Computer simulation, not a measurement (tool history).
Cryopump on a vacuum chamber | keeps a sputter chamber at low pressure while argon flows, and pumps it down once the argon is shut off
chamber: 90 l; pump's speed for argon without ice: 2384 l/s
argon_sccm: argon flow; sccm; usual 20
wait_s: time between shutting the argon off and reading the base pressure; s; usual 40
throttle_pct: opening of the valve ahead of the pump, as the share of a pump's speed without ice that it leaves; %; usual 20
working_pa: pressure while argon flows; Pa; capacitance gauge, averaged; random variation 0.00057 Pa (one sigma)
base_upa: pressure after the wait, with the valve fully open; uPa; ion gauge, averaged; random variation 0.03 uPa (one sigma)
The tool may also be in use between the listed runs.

| run | hour | argon_sccm | wait_s | throttle_pct | working_pa | base_upa |
|---|---|---|---|---|---|---|
| 1 | 0.0 | 20 | 40 | 20 | 0.0740 | 2.70 |
| 2 | 96.0 | 20 | 40 | 20 | 0.0732 | 2.82 |
| 3 | 211.2 | 12 | 40 | 20 | 0.0444 | 3.05 |
|  | 246.7 | pump warmed up, emptied and cooled again |
| 4 | 296.5 | 12 | 40 | 16 | 0.0548 | 2.83 |
|  | 359.8 | leaking fittings of the chamber tightened, without venting |
| 5 | 413.4 | 12 | 40 | 16 | 0.0536 | 1.55 |
| 6 | 507.6 | 20 | 40 | 20 | 0.0740 | 1.69 |
| 7 | 604.9 | 20 | 40 | 50 | 0.0317 | 1.84 |
|  | 687.0 | pump warmed up, emptied and cooled again |
| 8 | 687.0 | 20 | 40 | 50 | 0.0298 | 1.76 |
| 9 | 777.2 | 20 | 41 | 20 | 0.0725 | 1.80 |
| 10 | 869.2 | 20 | 41 | 20 | 0.0719 | 1.93 |
| 11 | 970.2 | 10 | 41 | 20 | 0.0372 | 2.08 |
| 12 | 1032.9 | 10 | 41 | 20 | 0.0375 | 2.22 |
|  | 1128.5 | pump warmed up, emptied and cooled again |
| 13 | 1143.4 | 10 | 41 | 20 | 0.0351 | 2.09 |
| 14 | 1250.9 | 10 | 41 | 20 | 0.0361 | 2.25 |
| 15 | 1336.5 | 11 | 40 | 20 | 0.0411 | 2.34 |
| 16 | 1448.2 | 28 | 40 | 20 | 0.1042 | 2.54 |
| 17 | 1514.0 | 10 | 32 | 19 | 0.0390 | 2.99 |
|  | 1565.8 | pump warmed up, emptied and cooled again |
| 18 | 1621.5 | 26 | 30 | 19 | 0.0989 | 2.98 |
| 19 | 1735.7 | 13 | 32 | 59 | 0.0176 | 3.01 |
| 20 | 1839.7 | 9 | 112 | 32 | 0.0210 | 2.06 |
| 21 | 1925.9 | 31 | 112 | 24 | 0.0981 | 2.20 |
|  | 2003.5 | pump warmed up, emptied and cooled again |
| 22 | 2048.2 | 12 | 48 | 24 | 0.0373 | 2.61 |
|  | 2105.1 | leaking fittings of the chamber tightened, without venting |
| 23 | 2166.5 | 21 | 164 | 20 | 0.0770 | 0.60 |
| 24 | 2235.2 | 21 | 164 | 20 | 0.0783 | 0.68 |
| 25 | 2335.0 | 21 | 164 | 20 | 0.0785 | 0.78 |
| 26 | 2393.3 | 12 | 38 | 39 | 0.0254 | 1.96 |
|  | 2442.1 | pump warmed up, emptied and cooled again |
| 27 | 2475.0 | 20 | 40 | 26 | 0.0553 | 1.87 |
| 28 | 2576.1 | 20 | 44 | 53 | 0.0291 | 1.84 |
| 29 | 2650.1 | 40 | 48 | 53 | 0.0591 | 1.79 |
| 30 | 2705.1 | 40 | 48 | 35 | 0.0874 | 1.92 |
| 31 | 2755.8 | 20 | 40 | 20 | 0.0749 | 2.19 |
| 32 | 2809.2 | 12 | 28 | 48 | 0.0204 | 2.92 |

Forecast each of these 3 alternatives for the next run:
|  | 2877.0 | pump warmed up, emptied and cooled again |
| A | 2897.1 | 25 | 40 | 20 | ? | ? |
|  | 2877.0 | pump warmed up, emptied and cooled again |
| B | 2897.1 | 17 | 217 | 49 | ? | ? |
|  | 2877.0 | pump warmed up, emptied and cooled again |
| C | 2897.1 | 20 | 269 | 16 | ? | ? |

| run | working_pa | base_upa |
|---|---|---|
| A | 0.0904 | 2.18 |
| B | 0.0254 | 1.04 |
| C | 0.0883 | 1.00 |
Without the tool's hidden state the same runs would have given:
| run | working_pa | base_upa |
|---|---|---|
| A | 0.0891 | 1.51 |
| B | 0.0245 | 0.37 |
| C | 0.0872 | 0.34 |
